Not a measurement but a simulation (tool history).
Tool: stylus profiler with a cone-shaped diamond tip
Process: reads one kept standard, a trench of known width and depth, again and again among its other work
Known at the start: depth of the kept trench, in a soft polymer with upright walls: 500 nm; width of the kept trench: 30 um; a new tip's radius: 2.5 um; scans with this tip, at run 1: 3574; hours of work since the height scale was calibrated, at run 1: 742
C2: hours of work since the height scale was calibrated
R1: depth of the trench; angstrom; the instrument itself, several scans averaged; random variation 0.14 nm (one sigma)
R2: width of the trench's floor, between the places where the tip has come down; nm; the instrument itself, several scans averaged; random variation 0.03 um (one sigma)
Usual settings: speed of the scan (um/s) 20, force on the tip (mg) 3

run 1 hour=0 | speed_of_the_scan_(um/s)=20 force_on_the_tip_(mg)=3 | scans_with_this_tip=3574 C2=742 | R1=5030.9 R2=26570
run 2 hour=25.9 | speed_of_the_scan_(um/s)=7 force_on_the_tip_(mg)=3 | scans_with_this_tip=3654 C2=758 | R1=5031.3 R2=26660
run 3 hour=61 | speed_of_the_scan_(um/s)=7 force_on_the_tip_(mg)=3 | scans_with_this_tip=3762 C2=781 | R1=5029.5 R2=26600
run 4 hour=96.5 | speed_of_the_scan_(um/s)=7 force_on_the_tip_(mg)=3.03 | scans_with_this_tip=3872 C2=804 | R1=5030.3 R2=26580
run 5 hour=133.6 | speed_of_the_scan_(um/s)=20 force_on_the_tip_(mg)=3 | scans_with_this_tip=3986 C2=827 | R1=5029.6 R2=26480
run 6 hour=151.5 | speed_of_the_scan_(um/s)=20 force_on_the_tip_(mg)=3 | scans_with_this_tip=4041 C2=839 | R1=5027.2 R2=26510
-- hour=189 height scale calibrated on a step standard
run 7 hour=196.1 | speed_of_the_scan_(um/s)=20 force_on_the_tip_(mg)=3 | scans_with_this_tip=4177 C2=5 | R1=5053.9 R2=26560
run 8 hour=231.3 | speed_of_the_scan_(um/s)=68 force_on_the_tip_(mg)=3 | scans_with_this_tip=4286 C2=27 | R1=5054.1 R2=26250
run 9 hour=249.3 | speed_of_the_scan_(um/s)=20 force_on_the_tip_(mg)=2.69 | scans_with_this_tip=4342 C2=39 | R1=5047.9 R2=26460
run 10 hour=290.4 | speed_of_the_scan_(um/s)=20 force_on_the_tip_(mg)=2.69 | scans_with_this_tip=4469 C2=65 | R1=5051.3 R2=26520
run 11 hour=314.3 | speed_of_the_scan_(um/s)=20 force_on_the_tip_(mg)=2.69 | scans_with_this_tip=4542 C2=80 | R1=5050.7 R2=26490
run 12 hour=342.4 | speed_of_the_scan_(um/s)=20 force_on_the_tip_(mg)=3 | scans_with_this_tip=4629 C2=98 | R1=5052.3 R2=26460
run 13 hour=380.7 | speed_of_the_scan_(um/s)=20 force_on_the_tip_(mg)=1.37 | scans_with_this_tip=4747 C2=123 | R1=5028.7 R2=26440
run 14 hour=419.6 | speed_of_the_scan_(um/s)=20 force_on_the_tip_(mg)=1.37 | scans_with_this_tip=4867 C2=148 | R1=5027.4 R2=26380
run 15 hour=440 | speed_of_the_scan_(um/s)=20 force_on_the_tip_(mg)=5.59 | scans_with_this_tip=4930 C2=161 | R1=5076.5 R2=26500
run 16 hour=459.1 | speed_of_the_scan_(um/s)=12 force_on_the_tip_(mg)=4.86 | scans_with_this_tip=4990 C2=173 | R1=5068.8 R2=26500
run 17 hour=488.8 | speed_of_the_scan_(um/s)=47 force_on_the_tip_(mg)=2.74 | scans_with_this_tip=5081 C2=192 | R1=5047.4 R2=26230
run 18 hour=512.7 | speed_of_the_scan_(um/s)=47 force_on_the_tip_(mg)=2.74 | scans_with_this_tip=5155 C2=207 | R1=5045.3 R2=26220
run 19 hour=544.7 | speed_of_the_scan_(um/s)=47 force_on_the_tip_(mg)=2.74 | scans_with_this_tip=5253 C2=228 | R1=5044.8 R2=26230
run 20 hour=566.7 | speed_of_the_scan_(um/s)=19 force_on_the_tip_(mg)=3 | scans_with_this_tip=5322 C2=242 | R1=5047.6 R2=26450
run 21 hour=597.6 | speed_of_the_scan_(um/s)=19 force_on_the_tip_(mg)=3 | scans_with_this_tip=5417 C2=262 | R1=5046.7 R2=26340
run 22 hour=631.8 | speed_of_the_scan_(um/s)=19 force_on_the_tip_(mg)=3 | scans_with_this_tip=5522 C2=284 | R1=5047.5 R2=26480
run 23 hour=651.8 | speed_of_the_scan_(um/s)=15 force_on_the_tip_(mg)=2.08 | scans_with_this_tip=5584 C2=296 | R1=5038.3 R2=26400
run 24 hour=692.4 | speed_of_the_scan_(um/s)=22 force_on_the_tip_(mg)=3.74 | scans_with_this_tip=5710 C2=323 | R1=5055 R2=26410
run 25 hour=735.9 | speed_of_the_scan_(um/s)=40 force_on_the_tip_(mg)=1.5 | scans_with_this_tip=5844 C2=350 | R1=5022.3 R2=26140
run 26 hour=774.9 | speed_of_the_scan_(um/s)=15 force_on_the_tip_(mg)=2.84 | scans_with_this_tip=5964 C2=375 | R1=5042.2 R2=26400

Hidden state at the last listed run before each entry between runs and at the first one after, where it differs:
Between runs 6 and 7: height scale calibrated on a step standard (hour 189)
  radius of the tip, um: 3.07 -> 3.09; height scale over the true one, %: -0.476 -> 0.03
  measured less the result without the state, R1: -24 -> +1.5 angstrom; R2: -350 -> -370 nm
